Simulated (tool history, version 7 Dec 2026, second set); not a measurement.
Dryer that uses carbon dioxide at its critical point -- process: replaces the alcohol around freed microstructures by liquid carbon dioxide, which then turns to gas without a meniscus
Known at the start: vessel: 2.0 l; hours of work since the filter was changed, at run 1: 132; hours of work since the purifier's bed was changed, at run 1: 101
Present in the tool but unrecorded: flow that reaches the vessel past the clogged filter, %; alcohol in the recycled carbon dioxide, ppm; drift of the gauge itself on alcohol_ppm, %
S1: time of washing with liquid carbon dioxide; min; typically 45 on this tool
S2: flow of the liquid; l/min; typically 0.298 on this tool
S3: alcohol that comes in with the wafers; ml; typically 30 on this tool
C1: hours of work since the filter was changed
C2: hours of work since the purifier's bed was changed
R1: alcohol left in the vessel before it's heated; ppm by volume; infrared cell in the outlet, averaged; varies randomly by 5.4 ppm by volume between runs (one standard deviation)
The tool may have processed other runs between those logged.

{"run": 1, "hour": 0.0, "S1": 45, "S2": 0.298, "S3": 30, "C1": 132, "C2": 101, "R1": 255}
{"run": 2, "hour": 17.1, "S1": 45, "S2": 0.298, "S3": 30, "C1": 145, "C2": 113, "R1": 263}
{"run": 3, "hour": 33.5, "S1": 45, "S2": 0.298, "S3": 30, "C1": 156, "C2": 125, "R1": 283}
{"hour": 40.7, "done": "inlet filter changed"}
{"run": 4, "hour": 49.6, "S1": 45, "S2": 0.298, "S3": 24, "C1": 6, "C2": 136, "R1": 138}
{"run": 5, "hour": 64.5, "S1": 45, "S2": 0.298, "S3": 30, "C1": 17, "C2": 147, "R1": 165}
{"run": 6, "hour": 81.5, "S1": 45, "S2": 0.298, "S3": 30, "C1": 30, "C2": 159, "R1": 169}
{"run": 7, "hour": 98.7, "S1": 45, "S2": 0.298, "S3": 30, "C1": 42, "C2": 172, "R1": 179}
{"run": 8, "hour": 112.4, "S1": 45, "S2": 0.298, "S3": 115, "C1": 52, "C2": 182, "R1": 669}
{"run": 9, "hour": 128.7, "S1": 44, "S2": 0.298, "S3": 115, "C1": 64, "C2": 194, "R1": 785}
{"run": 10, "hour": 137.7, "S1": 44, "S2": 0.298, "S3": 115, "C1": 71, "C2": 200, "R1": 814}
{"run": 11, "hour": 150.2, "S1": 45, "S2": 0.298, "S3": 30, "C1": 80, "C2": 209, "R1": 232}
{"run": 12, "hour": 157.6, "S1": 45, "S2": 0.298, "S3": 30, "C1": 85, "C2": 215, "R1": 229}
{"run": 13, "hour": 167.4, "S1": 45, "S2": 0.317, "S3": 101, "C1": 92, "C2": 222, "R1": 559}
{"run": 14, "hour": 177.7, "S1": 69, "S2": 0.46, "S3": 48, "C1": 100, "C2": 229, "R1": 37}
{"run": 15, "hour": 185.0, "S1": 69, "S2": 0.46, "S3": 48, "C1": 105, "C2": 234, "R1": 30}
{"run": 16, "hour": 193.4, "S1": 69, "S2": 0.46, "S3": 48, "C1": 111, "C2": 241, "R1": 31}
{"run": 17, "hour": 207.7, "S1": 50, "S2": 0.22, "S3": 117, "C1": 121, "C2": 251, "R1": 1941}
{"run": 18, "hour": 221.3, "S1": 33, "S2": 0.348, "S3": 21, "C1": 131, "C2": 261, "R1": 349}
{"run": 19, "hour": 230.0, "S1": 33, "S2": 0.348, "S3": 21, "C1": 138, "C2": 267, "R1": 354}
{"run": 20, "hour": 246.0, "S1": 53, "S2": 0.422, "S3": 49, "C1": 149, "C2": 279, "R1": 60}
{"run": 21, "hour": 259.8, "S1": 43, "S2": 0.271, "S3": 60, "C1": 159, "C2": 289, "R1": 972}
{"hour": 263.2, "done": "inlet filter changed"}
{"run": 22, "hour": 276.8, "S1": 27, "S2": 0.244, "S3": 60, "C1": 10, "C2": 300, "R1": 3052}
{"run": 23, "hour": 284.0, "S1": 27, "S2": 0.244, "S3": 60, "C1": 15, "C2": 306, "R1": 3104}

Consider 3 possible next runs. They are alternatives, not a sequence: every one starts from the tool as it was left by run 23. What does each give?
{"run": "A", "hour": 298.3, "S1": 64, "S2": 0.298, "S3": 30, "C1": 26, "C2": 316, "R1": "?"}
{"run": "B", "hour": 298.3, "S1": 27, "S2": 0.331, "S3": 81, "C1": 26, "C2": 316, "R1": "?"}
{"run": "C", "hour": 298.3, "S1": 35, "S2": 0.307, "S3": 36, "C1": 26, "C2": 316, "R1": "?"}

run=A R1=57
run=B R1=1883
run=C R1=510
Take away the tool's hidden state, keep each run's random variation, and the runs would have read:
run=A R1=15
run=B R1=1673
run=C R1=419
